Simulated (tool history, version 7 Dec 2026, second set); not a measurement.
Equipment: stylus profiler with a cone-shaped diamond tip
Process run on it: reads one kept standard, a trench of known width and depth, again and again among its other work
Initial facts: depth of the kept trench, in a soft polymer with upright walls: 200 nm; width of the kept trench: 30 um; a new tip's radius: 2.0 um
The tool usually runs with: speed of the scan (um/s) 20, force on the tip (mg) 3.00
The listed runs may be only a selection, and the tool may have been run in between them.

run,day,speed of the scan (um/s),force on the tip (mg),depth of the trench (angstrom),width of the trench's floor (um)
1,0.000,20,3.00,2037.2,28.23
2,0.708,20,3.00,2036.1,28.24
3,1.129,20,3.00,2037.7,28.25
4,1.975,20,3.00,2034.9,28.17
5,2.642,20,3.00,2035.8,28.23
6,3.458,20,3.00,2033.8,28.20
7,4.404,20,2.60,2032.6,28.21
8,5.217,20,2.60,2032.8,28.16
9,6.146,20,2.60,2034.6,28.21
10,6.675,20,3.00,2035.9,28.22
11,7.204,20,3.00,2036.1,28.23
12,8.196,48,3.00,2033.8,28.15
13,8.904,20,3.00,2035.2,28.25
14,9.342,39,3.00,2034.9,28.14
15,9.900,20,3.00,2036.9,28.24
16,10.629,12,6.59,2061.6,28.21
17,11.371,12,6.59,2062.3,28.20
18,12.204,74,2.62,2032.1,28.09
19,13.079,20,1.94,2027.1,28.14
20,13.496,20,1.94,2027.1,28.20
# day 13.583: height scale calibrated on a step standard
21,14.092,12,2.14,2027.1,28.14
22,14.792,12,1.94,2027.2,28.13
23,15.742,28,2.99,2034.3,28.11
24,16.496,31,3.00,2036.2,28.18
25,17.188,31,3.00,2035.5,28.13
26,17.742,6,2.82,2033.4,28.17
27,18.462,25,3.28,2038.1,28.11
# day 18.596: height scale calibrated on a step standard, once more
28,19.117,6,2.24,2030.1,28.18
29,19.854,39,2.24,2029.4,28.17

Forecast each of these 4 alternatives for the next run:
A,20.433,39,4.76,?,?
B,20.433,8,3.12,?,?
C,20.433,22,1.48,?,?
D,20.433,12,1.96,?,?

run,depth of the trench (angstrom),width of the trench's floor (um)
A,2049.4,28.10
B,2037.7,28.18
C,2022.0,28.14
D,2029.9,28.19
Without the tool's unlogged condition, the same runs would have read:
run,depth of the trench (angstrom),width of the trench's floor (um)
A,2049.6,28.16
B,2037.9,28.25
C,2022.2,28.21
D,2030.1,28.25
